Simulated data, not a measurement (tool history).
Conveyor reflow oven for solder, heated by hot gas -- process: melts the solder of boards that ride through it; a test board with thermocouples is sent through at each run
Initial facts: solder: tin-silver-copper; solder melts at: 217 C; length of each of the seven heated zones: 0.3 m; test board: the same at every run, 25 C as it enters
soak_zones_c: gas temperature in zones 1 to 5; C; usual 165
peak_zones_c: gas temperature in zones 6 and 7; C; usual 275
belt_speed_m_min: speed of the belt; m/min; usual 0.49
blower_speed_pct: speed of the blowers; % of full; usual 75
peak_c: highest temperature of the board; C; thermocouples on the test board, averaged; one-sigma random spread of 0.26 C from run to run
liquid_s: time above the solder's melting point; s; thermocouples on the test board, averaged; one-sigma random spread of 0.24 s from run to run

run	hour	soak_zones_c	peak_zones_c	belt_speed_m_min	blower_speed_pct	peak_c	liquid_s
1	0	165	275	0.49	75	260.6	58.5
2	46.7	165	275	0.49	75	260.7	58.3
# hour 64: flux residue cleaned out of gas plates and filters
3	112	165	275	0.49	75	259.7	57.9
4	165.7	165	275	0.49	75	259.4	57.4
5	215.1	165	275	0.49	75	259.3	57.5
6	271.8	165	275	0.49	78	259.6	58
7	316.2	165	275	0.483	78	260.9	59.3
8	368.7	165	275	0.49	75	259.5	57.1
# hour 428.3: flux residue cleaned out of gas plates and filters, once more
9	428.3	165	275	0.49	75	264.3	60.8
10	480.8	165	275	0.49	72	263.6	60.5
# hour 494.4: thermocouples of zones 6 and 7 changed
11	520.7	165	275	0.49	72	260.5	58.7
12	581.8	173	284	0.427	51	268.2	74.3
13	635.7	173	284	0.427	51	268.3	74.6
14	672.2	150	280	0.457	56	259.9	58.3
15	730.5	159	289	0.584	81	267.1	50.7
16	784.8	171	281	0.518	87	267.6	60.8
17	816.9	171	281	0.518	87	267.8	60.8
18	844	171	281	0.518	87	267.6	61.1
19	897.2	177	275	0.537	75	258.7	55.9
20	923.4	177	264	0.537	75	249.7	50.8
21	957.6	177	264	0.442	75	255.2	67
22	1012.2	154	274	0.51	73	255.6	50.4

What if the next run were any one of these 4? Each begins from the tool's condition after run 22:
A	1061.2	165	264	0.49	75	?	?
B	1061.2	154	274	0.51	54	?	?
C	1061.2	154	274	0.589	73	?	?
D	1061.2	170	267	0.475	73	?	?

run	peak_c	liquid_s
A	250.1	52.4
B	249.3	44.8
C	249.9	38.8
D	254	58.6
What these runs would have given with no unlogged condition in the tool:
run	peak_c	liquid_s
A	250.8	52.3
B	249.9	44.6
C	251.3	39.3
D	254.5	58.2

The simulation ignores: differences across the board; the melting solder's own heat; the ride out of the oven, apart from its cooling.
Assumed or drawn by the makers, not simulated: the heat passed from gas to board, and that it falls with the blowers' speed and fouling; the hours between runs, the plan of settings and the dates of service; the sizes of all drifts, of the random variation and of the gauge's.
